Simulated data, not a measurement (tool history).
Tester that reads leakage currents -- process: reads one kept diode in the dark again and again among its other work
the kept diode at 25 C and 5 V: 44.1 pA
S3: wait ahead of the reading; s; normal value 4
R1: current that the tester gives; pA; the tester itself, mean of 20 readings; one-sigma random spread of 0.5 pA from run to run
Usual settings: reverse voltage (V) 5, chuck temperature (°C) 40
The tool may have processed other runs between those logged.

{"run": 1, "day": 0.0, "reverse voltage (V)": 5, "chuck temperature (°C)": 40, "S3": 4, "R1": 174.22}
{"run": 2, "day": 9.479, "reverse voltage (V)": 5, "chuck temperature (°C)": 55, "S3": 4, "R1": 577.97}
{"run": 3, "day": 16.071, "reverse voltage (V)": 5, "chuck temperature (°C)": 55, "S3": 4, "R1": 583.49}
{"run": 4, "day": 21.079, "reverse voltage (V)": 5, "chuck temperature (°C)": 55, "S3": 4, "R1": 583.11}
{"run": 5, "day": 25.904, "reverse voltage (V)": 5, "chuck temperature (°C)": 55, "S3": 4, "R1": 587.77}
{"run": 6, "day": 31.083, "reverse voltage (V)": 5, "chuck temperature (°C)": 55, "S3": 4, "R1": 590.3}
{"run": 7, "day": 37.296, "reverse voltage (V)": 5, "chuck temperature (°C)": 55, "S3": 4, "R1": 589.72}
{"run": 8, "day": 45.796, "reverse voltage (V)": 5, "chuck temperature (°C)": 55, "S3": 4, "R1": 594.3}
{"run": 9, "day": 52.742, "reverse voltage (V)": 5, "chuck temperature (°C)": 55, "S3": 4, "R1": 599.98}
{"run": 10, "day": 61.079, "reverse voltage (V)": 5, "chuck temperature (°C)": 55, "S3": 5.36, "R1": 599.13}
{"run": 11, "day": 70.838, "reverse voltage (V)": 5, "chuck temperature (°C)": 55, "S3": 5.36, "R1": 607.79}
{"day": 74.508, "done": "chuck's temperature calibrated"}
{"run": 12, "day": 79.512, "reverse voltage (V)": 5, "chuck temperature (°C)": 55, "S3": 5.36, "R1": 564.2}
{"run": 13, "day": 86.308, "reverse voltage (V)": 5, "chuck temperature (°C)": 55, "S3": 5.36, "R1": 562.99}
{"run": 14, "day": 95.512, "reverse voltage (V)": 5, "chuck temperature (°C)": 40, "S3": 2.95, "R1": 177.48}
{"run": 15, "day": 102.792, "reverse voltage (V)": 5, "chuck temperature (°C)": 40, "S3": 2.95, "R1": 178.76}
{"run": 16, "day": 108.658, "reverse voltage (V)": 5, "chuck temperature (°C)": 40, "S3": 4, "R1": 179.3}
{"run": 17, "day": 117.096, "reverse voltage (V)": 5, "chuck temperature (°C)": 21, "S3": 4, "R1": 40.65}
{"run": 18, "day": 127.996, "reverse voltage (V)": 5, "chuck temperature (°C)": 21, "S3": 4, "R1": 41.86}
{"run": 19, "day": 137.283, "reverse voltage (V)": 5, "chuck temperature (°C)": 21, "S3": 4, "R1": 42.72}

Estimate the outcome of run 20 from the log above:
{"day": 138.733, "done": "probe card cleaned and baked"}
{"run": 20, "day": 148.733, "reverse voltage (V)": 5, "chuck temperature (°C)": 21, "S3": 4, "R1": "?"}

Run 20 measured R1 33.31 pA.
Had the tool carried no hidden state, the very same run would have given R1 30.51 pA.
